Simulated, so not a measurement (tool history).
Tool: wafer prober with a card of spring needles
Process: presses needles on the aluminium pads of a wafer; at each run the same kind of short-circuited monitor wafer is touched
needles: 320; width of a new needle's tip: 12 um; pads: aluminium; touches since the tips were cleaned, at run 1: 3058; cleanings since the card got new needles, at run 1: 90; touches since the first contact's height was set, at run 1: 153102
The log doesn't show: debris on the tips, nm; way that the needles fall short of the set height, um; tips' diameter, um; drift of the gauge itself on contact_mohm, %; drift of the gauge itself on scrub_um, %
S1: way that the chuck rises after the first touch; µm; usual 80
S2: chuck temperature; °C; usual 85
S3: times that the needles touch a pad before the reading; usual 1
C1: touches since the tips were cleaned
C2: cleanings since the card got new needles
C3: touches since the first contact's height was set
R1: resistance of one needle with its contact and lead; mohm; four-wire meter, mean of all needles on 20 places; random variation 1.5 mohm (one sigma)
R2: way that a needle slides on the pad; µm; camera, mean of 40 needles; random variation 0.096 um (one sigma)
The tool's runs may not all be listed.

run,day,S1,S2,S3,C1,C2,C3,R1,R2
1,0,80,85,1,3058,90,153102,257,16.76
# day 0.067: tips cleaned on abrasive film
# day 0.338: tips cleaned on abrasive film
# day 0.6: tips cleaned on abrasive film
2,0.617,80,85,1,246,93,160869,164,16.87
# day 0.867: tips cleaned on abrasive film
3,1.008,80,85,1,1775,94,165814,218,16.79
# day 1.167: tips cleaned on abrasive film
# day 1.446: tips cleaned on abrasive film
4,1.671,80,85,1,2877,96,174233,249,16.69
# day 1.708: tips cleaned on abrasive film
# day 1.958: tips cleaned on abrasive film
5,2.088,80,27,1,1641,98,179496,223,16.75
# day 2.246: tips cleaned on abrasive film
# day 2.429: height of the first contact set anew
# day 2.533: tips cleaned on abrasive film
# day 2.808: tips cleaned on abrasive film
6,2.862,80,27,1,684,101,5455,178,17.37
# day 3.104: tips cleaned on abrasive film
# day 3.375: tips cleaned on abrasive film
# day 3.642: tips cleaned on abrasive film
7,3.642,80,27,1,0,104,15307,141,17.43
# day 3.908: tips cleaned on abrasive film
8,4.121,80,27,1,2721,105,21385,241,17.35
# day 4.162: tips cleaned on abrasive film
# day 4.421: tips cleaned on abrasive film
# day 4.688: tips cleaned on abrasive film
9,4.846,80,37,1,2072,108,30571,226,17.29
# day 4.946: tips cleaned on abrasive film
# day 5.25: tips cleaned on abrasive film
# day 5.533: tips cleaned on abrasive film
10,5.533,80,85,1,0,111,39228,149,17.28
# day 5.821: tips cleaned on abrasive film
# day 6.1: tips cleaned on abrasive film
11,6.258,80,85,1,2036,113,48450,238,17.19
# day 6.379: tips cleaned on abrasive film
# day 6.654: tips cleaned on abrasive film
12,6.754,75,85,1,1277,115,54699,216,16.24
# day 6.912: tips cleaned on abrasive film
# day 7.179: tips cleaned on abrasive film
13,7.275,75,85,1,1217,117,61276,222,16.02
# day 7.446: tips cleaned on abrasive film
# day 7.708: tips cleaned on abrasive film
# day 8.008: tips cleaned on abrasive film
14,8.042,80,72,1,436,120,70963,177,17.27
# day 8.275: tips cleaned on abrasive film
15,8.496,80,72,3,2815,121,76728,179,16.98
# day 8.558: tips cleaned on abrasive film
# day 8.812: tips cleaned on abrasive film
16,9.033,63,85,1,2873,123,83553,334,13.33
# day 9.071: tips cleaned on abrasive film
# day 9.321: tips cleaned on abrasive film
17,9.475,80,59,1,1980,125,89130,232,16.87
# day 9.604: tips cleaned on abrasive film
# day 9.871: tips cleaned on abrasive film
# day 10.129: tips cleaned on abrasive film
18,10.129,79,26,2,0,128,97330,137,16.9
# day 10.396: tips cleaned on abrasive film
19,10.542,84,26,2,1850,129,102584,191,18.13
# day 10.662: tips cleaned on abrasive film
# day 10.912: tips cleaned on abrasive film
20,11.1,84,26,2,2403,131,109670,196,17.72
# day 11.167: tips cleaned on abrasive film
# day 11.429: tips cleaned on abrasive film
21,11.642,82,34,2,2716,133,116497,209,17.47

Run 22 comes next. What will it give?
# day 11.692: tips cleaned on abrasive film
# day 11.983: tips cleaned on abrasive film
22,12.2,82,34,2,2810,135,123586,?,?

{"run 22": {"R1": 213, "R2": 17.34}}
Without the tool's hidden state the same run would have given R1 132 mohm, R2 17.89 µm.

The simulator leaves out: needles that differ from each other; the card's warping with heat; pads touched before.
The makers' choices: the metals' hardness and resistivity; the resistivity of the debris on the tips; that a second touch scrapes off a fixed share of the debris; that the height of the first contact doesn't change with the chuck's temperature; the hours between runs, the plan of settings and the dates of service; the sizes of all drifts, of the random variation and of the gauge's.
